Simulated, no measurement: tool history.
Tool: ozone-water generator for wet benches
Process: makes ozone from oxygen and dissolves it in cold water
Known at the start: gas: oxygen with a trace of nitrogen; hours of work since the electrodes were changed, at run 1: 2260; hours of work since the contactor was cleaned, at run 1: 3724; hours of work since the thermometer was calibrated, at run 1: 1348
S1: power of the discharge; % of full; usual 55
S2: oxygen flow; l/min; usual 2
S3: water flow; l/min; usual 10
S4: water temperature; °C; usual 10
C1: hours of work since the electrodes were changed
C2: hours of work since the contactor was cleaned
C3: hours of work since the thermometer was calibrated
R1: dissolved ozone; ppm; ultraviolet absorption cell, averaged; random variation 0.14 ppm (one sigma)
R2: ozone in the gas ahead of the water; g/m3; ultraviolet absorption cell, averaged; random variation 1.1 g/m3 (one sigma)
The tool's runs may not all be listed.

{"run": 1, "hour": 0.0, "S1": 55, "S2": 2, "S3": 10, "S4": 10, "C1": 2260, "C2": 3724, "C3": 1348, "R1": 15.4, "R2": 195.1}
{"run": 2, "hour": 65.4, "S1": 55, "S2": 2, "S3": 6, "S4": 10, "C1": 2313, "C2": 3777, "C3": 1402, "R1": 23.6, "R2": 196.1}
{"run": 3, "hour": 111.9, "S1": 55, "S2": 1.99, "S3": 10, "S4": 10, "C1": 2351, "C2": 3815, "C3": 1439, "R1": 15.3, "R2": 194.4}
{"run": 4, "hour": 196.3, "S1": 55, "S2": 1.99, "S3": 10, "S4": 10, "C1": 2419, "C2": 3883, "C3": 1508, "R1": 15.5, "R2": 195.7}
{"run": 5, "hour": 247.0, "S1": 55, "S2": 3.32, "S3": 10, "S4": 10, "C1": 2461, "C2": 3925, "C3": 1549, "R1": 15.2, "R2": 139.4}
{"run": 6, "hour": 335.3, "S1": 55, "S2": 3.32, "S3": 10, "S4": 10, "C1": 2532, "C2": 3996, "C3": 1621, "R1": 15.2, "R2": 140.8}
{"run": 7, "hour": 424.6, "S1": 55, "S2": 2, "S3": 8, "S4": 10, "C1": 2605, "C2": 4069, "C3": 1693, "R1": 18.8, "R2": 194.8}
{"run": 8, "hour": 465.3, "S1": 55, "S2": 2.38, "S3": 8, "S4": 10, "C1": 2638, "C2": 4102, "C3": 1726, "R1": 18.9, "R2": 172.5}
{"run": 9, "hour": 544.9, "S1": 55, "S2": 2.38, "S3": 8, "S4": 10, "C1": 2703, "C2": 4167, "C3": 1791, "R1": 18.7, "R2": 170.7}
{"run": 10, "hour": 610.4, "S1": 55, "S2": 2.38, "S3": 8, "S4": 10, "C1": 2756, "C2": 4220, "C3": 1844, "R1": 18.7, "R2": 172.9}
{"run": 11, "hour": 663.6, "S1": 55, "S2": 2.38, "S3": 8, "S4": 10, "C1": 2799, "C2": 4263, "C3": 1887, "R1": 18.8, "R2": 171.4}
{"run": 12, "hour": 729.5, "S1": 55, "S2": 2, "S3": 10, "S4": 10, "C1": 2853, "C2": 4317, "C3": 1941, "R1": 15.5, "R2": 191.6}
{"run": 13, "hour": 776.9, "S1": 55, "S2": 2, "S3": 10, "S4": 10, "C1": 2891, "C2": 4355, "C3": 1980, "R1": 15.4, "R2": 193}
{"run": 14, "hour": 828.1, "S1": 55, "S2": 2, "S3": 10, "S4": 10, "C1": 2933, "C2": 4397, "C3": 2021, "R1": 15.5, "R2": 191.6}
{"hour": 859.3, "done": "contactor cleaned"}
{"run": 15, "hour": 928.1, "S1": 55, "S2": 2, "S3": 10, "S4": 10, "C1": 3011, "C2": 56, "C3": 2099, "R1": 15.3, "R2": 191.8}
{"run": 16, "hour": 990.2, "S1": 55, "S2": 2, "S3": 10, "S4": 10, "C1": 3061, "C2": 106, "C3": 2150, "R1": 15.6, "R2": 191.5}
{"run": 17, "hour": 1033.5, "S1": 55, "S2": 2, "S3": 10, "S4": 10, "C1": 3096, "C2": 142, "C3": 2185, "R1": 15.2, "R2": 192.4}
{"run": 18, "hour": 1116.3, "S1": 69, "S2": 3.2, "S3": 13, "S4": 11, "C1": 3163, "C2": 209, "C3": 2252, "R1": 14.9, "R2": 173.3}
{"run": 19, "hour": 1167.4, "S1": 95, "S2": 1.12, "S3": 13, "S4": 11, "C1": 3205, "C2": 250, "C3": 2294, "R1": 18.4, "R2": 457.8}
{"run": 20, "hour": 1230.7, "S1": 90, "S2": 2.99, "S3": 10, "S4": 8, "C1": 3256, "C2": 302, "C3": 2345, "R1": 25.1, "R2": 233.1}
{"hour": 1288.0, "done": "gauge calibrated"}
{"run": 21, "hour": 1290.4, "S1": 71, "S2": 2.19, "S3": 10, "S4": 6, "C1": 3305, "C2": 350, "C3": 2393, "R1": 20.7, "R2": 233.2}
{"run": 22, "hour": 1387.3, "S1": 55, "S2": 2, "S3": 7, "S4": 10, "C1": 3384, "C2": 429, "C3": 2472, "R1": 20.7, "R2": 196}
{"run": 23, "hour": 1481.2, "S1": 86, "S2": 2.87, "S3": 6, "S4": 11, "C1": 3460, "C2": 505, "C3": 2548, "R1": 33.8, "R2": 233.5}
{"run": 24, "hour": 1542.6, "S1": 86, "S2": 2.31, "S3": 6, "S4": 11, "C1": 3510, "C2": 555, "C3": 2598, "R1": 34.5, "R2": 271.4}
{"run": 25, "hour": 1599.2, "S1": 55, "S2": 2, "S3": 10, "S4": 5, "C1": 3556, "C2": 601, "C3": 2644, "R1": 16.2, "R2": 192.4}
{"run": 26, "hour": 1661.9, "S1": 55, "S2": 2, "S3": 10, "S4": 5, "C1": 3607, "C2": 652, "C3": 2695, "R1": 16.1, "R2": 193}
{"run": 27, "hour": 1748.6, "S1": 55, "S2": 2, "S3": 10, "S4": 5, "C1": 3677, "C2": 722, "C3": 2766, "R1": 15.9, "R2": 195.3}
{"run": 28, "hour": 1826.4, "S1": 55, "S2": 2, "S3": 10, "S4": 5, "C1": 3740, "C2": 786, "C3": 2829, "R1": 16.3, "R2": 192.7}
{"run": 29, "hour": 1876.8, "S1": 55, "S2": 2, "S3": 10, "S4": 5, "C1": 3781, "C2": 827, "C3": 2870, "R1": 16.1, "R2": 189.7}
{"run": 30, "hour": 1967.0, "S1": 61, "S2": 2, "S3": 10, "S4": 10, "C1": 3855, "C2": 900, "C3": 2943, "R1": 16.9, "R2": 212.4}
{"run": 31, "hour": 2008.0, "S1": 83, "S2": 2, "S3": 8, "S4": 10, "C1": 3888, "C2": 933, "C3": 2976, "R1": 27.6, "R2": 282.8}
{"run": 32, "hour": 2075.5, "S1": 55, "S2": 1.71, "S3": 10, "S4": 7, "C1": 3943, "C2": 988, "C3": 3031, "R1": 15.6, "R2": 213.4}
{"run": 33, "hour": 2148.2, "S1": 55, "S2": 2, "S3": 10, "S4": 5, "C1": 4002, "C2": 1047, "C3": 3090, "R1": 16.4, "R2": 191.8}

Hidden state at the last listed run before each entry between runs and at the first one after, where it differs:
Between runs 14 and 15: contactor cleaned (hour 859.3)
  contactor's efficiency, % of a clean one's: 99.9 -> 100; drift of the gauge itself on gas_g_m3, %: -1.91 -> -2.13
  measured less the result without the state, R2: -3.9 -> -4.4 g/m3
Between runs 20 and 21: gauge calibrated (hour 1288)
  true water temperature over the reading, C: 0 -> 0.01; drift of the gauge itself on gas_g_m3, %: -2.82 -> -0.01
  measured less the result without the state, R2: -7.2 -> -0.4 g/m3
